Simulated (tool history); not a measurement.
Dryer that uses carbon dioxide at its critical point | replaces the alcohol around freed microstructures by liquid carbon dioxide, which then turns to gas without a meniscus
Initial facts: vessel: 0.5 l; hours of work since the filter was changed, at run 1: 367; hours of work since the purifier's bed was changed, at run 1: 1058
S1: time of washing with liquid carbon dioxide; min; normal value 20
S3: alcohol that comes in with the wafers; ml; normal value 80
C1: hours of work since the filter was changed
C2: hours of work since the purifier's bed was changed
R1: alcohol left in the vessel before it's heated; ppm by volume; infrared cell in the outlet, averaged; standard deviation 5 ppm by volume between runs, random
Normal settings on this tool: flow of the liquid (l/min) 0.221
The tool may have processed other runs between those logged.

Run 1, hour 0.0: usual settings; C1 367; C2 1058. Result: R1 107 ppm by volume.
Run 2, hour 41.3: usual settings; C1 398; C2 1090. Result: R1 108 ppm by volume.
Run 3, hour 80.1: usual settings; C1 428; C2 1119. Result: R1 119 ppm by volume.
Run 4, hour 102.3: usual settings but flow of the liquid (l/min) 0.154; C1 445; C2 1136. Result: R1 883 ppm by volume.
At hour 125.5: inlet filter changed.
Run 5, hour 139.9: usual settings but flow of the liquid (l/min) 0.154; C1 11; C2 1164. Result: R1 468 ppm by volume.
Run 6, hour 180.5: usual settings; C1 42; C2 1195. Result: R1 83 ppm by volume.
Run 7, hour 198.9: usual settings; C1 56; C2 1209. Result: R1 88 ppm by volume.
Run 8, hour 223.6: usual settings; C1 75; C2 1227. Result: R1 84 ppm by volume.
At hour 244.6: purifier's bed changed.
Run 9, hour 265.4: usual settings; C1 104; C2 16. Result: R1 32 ppm by volume.
Run 10, hour 283.5: usual settings; C1 118; C2 30. Result: R1 35 ppm by volume.
Run 11, hour 305.1: usual settings; C1 134; C2 46. Result: R1 33 ppm by volume.
Run 12, hour 337.6: usual settings; C1 159; C2 71. Result: R1 32 ppm by volume.
Run 13, hour 361.2: usual settings; C1 177; C2 89. Result: R1 39 ppm by volume.
Run 14, hour 398.4: usual settings but S3 38 ml; C1 205; C2 117. Result: R1 21 ppm by volume.
Run 15, hour 418.6: usual settings but S1 18 min, S3 38 ml; C1 220; C2 132. Result: R1 56 ppm by volume.
Run 16, hour 452.6: usual settings but S1 18 min, S3 38 ml; C1 246; C2 158. Result: R1 62 ppm by volume.
Run 17, hour 493.8: usual settings but S1 18 min, S3 38 ml; C1 278; C2 189. Result: R1 65 ppm by volume.
Run 18, hour 517.5: usual settings but S3 57 ml; C1 296; C2 207. Result: R1 40 ppm by volume.
Run 19, hour 554.0: usual settings but S3 57 ml; C1 323; C2 235. Result: R1 47 ppm by volume.
Run 20, hour 596.3: usual settings but S1 14 min, flow of the liquid (l/min) 0.201, S3 61 ml; C1 355; C2 267. Result: R1 795 ppm by volume.
Run 21, hour 629.5: usual settings but S1 18 min, flow of the liquid (l/min) 0.335, S3 88 ml; C1 381; C2 292. Result: R1 21 ppm by volume.
Run 22, hour 669.2: usual settings but S1 15 min, flow of the liquid (l/min) 0.311, S3 88 ml; C1 411; C2 323. Result: R1 57 ppm by volume.
Run 23, hour 693.2: usual settings but S1 16 min, S3 27 ml; C1 429; C2 341. Result: R1 114 ppm by volume.
Run 24, hour 728.2: usual settings but S1 19 min, S3 55 ml; C1 456; C2 367. Result: R1 95 ppm by volume.
At hour 736.2: inlet filter changed.
Run 25, hour 760.5: usual settings but S1 26 min, flow of the liquid (l/min) 0.239, S3 44 ml; C1 18; C2 391. Result: R1 16 ppm by volume.
Run 26, hour 790.4: usual settings but S1 26 min, flow of the liquid (l/min) 0.276, S3 28 ml; C1 41; C2 414. Result: R1 20 ppm by volume.
Run 27, hour 825.8: usual settings but S1 23 min, flow of the liquid (l/min) 0.276, S3 21 ml; C1 68; C2 441. Result: R1 23 ppm by volume.
Run 28, hour 848.0: usual settings but S1 13 min, flow of the liquid (l/min) 0.159, S3 66 ml; C1 85; C2 458. Result: R1 2645 ppm by volume.
Run 29, hour 875.2: usual settings but S1 13 min, flow of the liquid (l/min) 0.159, S3 66 ml; C1 106; C2 478. Result: R1 2800 ppm by volume.
Run 30, hour 915.4: usual settings but S1 19 min, flow of the liquid (l/min) 0.135, S3 63 ml; C1 136; C2 509. Result: R1 1129 ppm by volume.
Run 31, hour 939.9: usual settings but flow of the liquid (l/min) 0.228, S3 76 ml; C1 155; C2 528. Result: R1 50 ppm by volume.
Run 32, hour 970.5: usual settings but flow of the liquid (l/min) 0.228, S3 76 ml; C1 178; C2 551. Result: R1 56 ppm by volume.
Run 33, hour 989.1: usual settings but flow of the liquid (l/min) 0.228, S3 76 ml; C1 192; C2 565. Result: R1 54 ppm by volume.
Run 34, hour 1015.0: usual settings but S1 18 min, flow of the liquid (l/min) 0.278, S3 24 ml; C1 212; C2 585. Result: R1 34 ppm by volume.
Run 35, hour 1036.9: usual settings but S1 18 min, flow of the liquid (l/min) 0.278, S3 24 ml; C1 228; C2 601. Result: R1 31 ppm by volume.

Subtracting, for every run, the result it would have given without the tool's unlogged condition from the measured result gives the following. The same run-to-run variation enters both numbers; the gauge's scatter may not:
The hidden state here: flow that reaches the vessel past the clogged filter, %; alcohol in the recycled carbon dioxide, ppm; drift of the gauge itself on alcohol_ppm, %.
run    R1
  1   +78
  2   +81
  3   +89
  4  +466
  5   +58
  6   +52
  7   +54
  8   +56
  9    +7
 10    +9
 11   +10
 12   +14
 13   +16
 14   +12
 15   +21
 16   +25
 17   +29
 18   +25
 19   +27
 20  +315
 21   +14
 22   +36
 23   +68
 24   +58
 25   +16
 26   +18
 27   +18
 28  +312
 29  +375
 30  +229
 31   +31
 32   +34
 33   +34
 34   +26
 35   +27
